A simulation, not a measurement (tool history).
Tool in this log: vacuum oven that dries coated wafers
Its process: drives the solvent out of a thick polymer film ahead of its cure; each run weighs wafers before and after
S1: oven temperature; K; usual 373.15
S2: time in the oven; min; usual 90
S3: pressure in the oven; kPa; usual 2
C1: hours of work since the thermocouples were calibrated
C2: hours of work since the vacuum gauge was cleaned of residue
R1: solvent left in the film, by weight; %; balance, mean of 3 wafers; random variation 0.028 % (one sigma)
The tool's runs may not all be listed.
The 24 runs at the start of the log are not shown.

| run | hour | S1 | S2 | S3 | C1 | C2 | R1 |
|---|---|---|---|---|---|---|---|
| 25 | 210.9 | 373.15 | 90 | 1.07 | 144 | 22 | 0.8 |
| 26 | 218.5 | 370.15 | 48 | 4.27 | 149 | 28 | 4.01 |
|  | 229.7 | vacuum gauge cleaned of residue and calibrated, once more |
| 27 | 232 | 370.15 | 155 | 1.35 | 157 | 2 | 0.45 |
| 28 | 242.3 | 370.15 | 155 | 1.35 | 164 | 9 | 0.44 |
| 29 | 251.5 | 382.15 | 131 | 2.15 | 171 | 15 | 0.43 |
| 30 | 259.3 | 381.15 | 106 | 3.62 | 176 | 20 | 0.7 |
| 31 | 265.2 | 369.15 | 90 | 3.97 | 180 | 24 | 1.84 |
| 32 | 271.8 | 373.15 | 90 | 2.19 | 184 | 29 | 1.01 |
| 33 | 283.2 | 372.15 | 90 | 1.02 | 192 | 36 | 0.82 |
| 34 | 295.1 | 372.15 | 90 | 1.02 | 200 | 44 | 0.8 |
| 35 | 306.1 | 366.15 | 142 | 1.02 | 208 | 52 | 0.57 |
| 36 | 314.6 | 372.15 | 86 | 7.47 | 213 | 58 | 2.39 |
| 37 | 322.8 | 372.15 | 86 | 7.47 | 219 | 63 | 2.46 |
| 38 | 332.1 | 372.15 | 86 | 7.47 | 225 | 69 | 2.43 |
| 39 | 338.3 | 372.15 | 86 | 7.47 | 229 | 74 | 2.39 |
| 40 | 346.8 | 376.15 | 92 | 4.94 | 235 | 79 | 1.35 |
| 41 | 358.6 | 359.15 | 90 | 2 | 243 | 87 | 2.99 |
| 42 | 364.2 | 360.15 | 90 | 1.85 | 247 | 91 | 2.77 |
| 43 | 373 | 387.15 | 53 | 2 | 253 | 97 | 0.81 |
| 44 | 378.2 | 384.15 | 129 | 2.32 | 256 | 101 | 0.38 |
| 45 | 388.7 | 373.15 | 111 | 5.11 | 264 | 108 | 1.45 |
| 46 | 396.7 | 368.15 | 56 | 5.11 | 269 | 113 | 3.94 |
| 47 | 409.4 | 360.15 | 92 | 4.58 | 278 | 122 | 3.53 |
| 48 | 417.2 | 360.15 | 144 | 4.58 | 283 | 127 | 2.25 |

3 ways to go on from here, each from the tool as it stands after run 48. What would each give?
| A | 425.9 | 379.15 | 136 | 5.29 | 289 | 133 | ? |
| B | 425.9 | 383.15 | 144 | 2.22 | 289 | 133 | ? |
| C | 425.9 | 363.15 | 49 | 4.58 | 289 | 133 | ? |

| run | R1 |
|---|---|
| A | 1 |
| B | 0.42 |
| C | 5.68 |
The same runs, with their run-to-run variation unchanged, on a tool lacking any hidden condition would have given:
| run | R1 |
|---|---|
| A | 0.97 |
| B | 0.41 |
| C | 5.55 |

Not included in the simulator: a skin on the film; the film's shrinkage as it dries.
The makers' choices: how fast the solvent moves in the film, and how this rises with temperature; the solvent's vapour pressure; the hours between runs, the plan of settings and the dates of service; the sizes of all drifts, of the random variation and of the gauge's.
